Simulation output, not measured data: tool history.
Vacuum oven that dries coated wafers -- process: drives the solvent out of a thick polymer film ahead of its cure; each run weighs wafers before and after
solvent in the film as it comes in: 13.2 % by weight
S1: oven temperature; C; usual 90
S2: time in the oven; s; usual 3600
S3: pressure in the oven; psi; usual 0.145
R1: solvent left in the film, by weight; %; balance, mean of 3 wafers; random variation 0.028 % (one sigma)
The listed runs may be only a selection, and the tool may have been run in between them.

run	hour	S1	S2	S3	R1
1	0.0	90	3600	0.145	1.06
2	91.9	90	3600	0.088	0.93
3	186.2	90	3600	0.145	1.11
4	279.4	90	3180	0.145	1.31
5	378.2	90	3600	0.145	1.11
6	446.9	90	3600	0.145	1.08
# hour 548.4: vacuum gauge cleaned of residue and calibrated
7	548.4	90	3600	0.145	0.83
8	626.7	90	3600	0.145	0.87
9	703.2	90	3600	0.145	0.85
10	754.6	90	3600	0.145	0.85
# hour 782.6: oven's thermocouples calibrated
11	869.6	90	3600	0.145	0.85
12	967.8	90	3600	0.145	0.85
13	1045.0	90	2340	0.145	1.76
14	1133.3	82	3600	0.145	2.04
15	1185.8	82	3600	0.145	2.07
16	1246.7	82	3600	0.267	2.37
17	1360.8	82	2880	0.267	3.08
18	1452.6	82	2880	0.267	3.15
19	1563.9	90	4500	0.145	0.63
20	1619.1	90	4500	0.128	0.56
21	1695.9	90	3600	0.145	0.88
22	1754.2	90	3600	0.145	0.90
23	1823.8	90	3600	0.145	0.91
24	1877.5	90	3600	0.145	0.92
25	1933.7	96	2340	0.173	1.05
26	2024.2	85	2280	0.109	2.92
27	2102.7	104	2280	0.223	0.48
# hour 2156.9: oven's thermocouples calibrated
28	2213.5	83	2880	0.087	2.38
29	2296.9	83	2880	0.087	2.38
30	2368.9	90	4560	0.145	0.59
31	2441.7	98	4560	0.145	0.32
32	2502.9	98	4560	0.145	0.39
33	2551.4	90	3600	0.329	1.33
34	2600.3	103	3600	0.112	0.22
35	2672.3	103	3600	0.112	0.19
36	2761.7	103	5340	0.090	0.21
37	2877.6	103	5340	0.090	0.19
38	2982.2	90	5940	0.579	1.52
39	3031.8	97	4500	0.392	0.88
40	3133.2	97	4500	0.392	0.90
41	3214.4	97	4500	0.392	0.86
42	3292.4	90	4140	0.341	1.28
43	3360.0	90	4140	0.341	1.23
44	3472.8	90	3600	0.115	0.94
45	3522.2	90	3120	0.145	1.22

Some steps in R1, run to run, broken into two amounts with sign: the step expected even without the hidden condition (settings, incoming material, random variation), and the rest, left for the hidden condition together with whatever gauge scatter is not in both the measured and the hidden-condition-free result:
What the log doesn't record here: true wafer temperature over the reading, C; true pressure over the reading, kPa; drift of the gauge itself on solvent_pct, %.
Run 6 -> 7: vacuum gauge cleaned of residue and calibrated. R1 -0.25 %: hidden state -0.27, all else +0.02.
Run 18 -> 19: S1 82 -> 90, S2 2880 -> 4500, S3 0.267 -> 0.145. R1 -2.52 %: hidden state -0.07, all else -2.45.
Run 25 -> 26: S1 96 -> 85, S2 2340 -> 2280, S3 0.173 -> 0.109. R1 +1.87 %: hidden state +0.11, all else +1.76.
Run 26 -> 27: S1 85 -> 104, S3 0.109 -> 0.223. R1 -2.44 %: hidden state -0.17, all else -2.27.
Run 27 -> 28: S1 104 -> 83, S2 2280 -> 2880, S3 0.223 -> 0.087, oven's thermocouples calibrated. R1 +1.90 %: hidden state +0.01, all else +1.89.

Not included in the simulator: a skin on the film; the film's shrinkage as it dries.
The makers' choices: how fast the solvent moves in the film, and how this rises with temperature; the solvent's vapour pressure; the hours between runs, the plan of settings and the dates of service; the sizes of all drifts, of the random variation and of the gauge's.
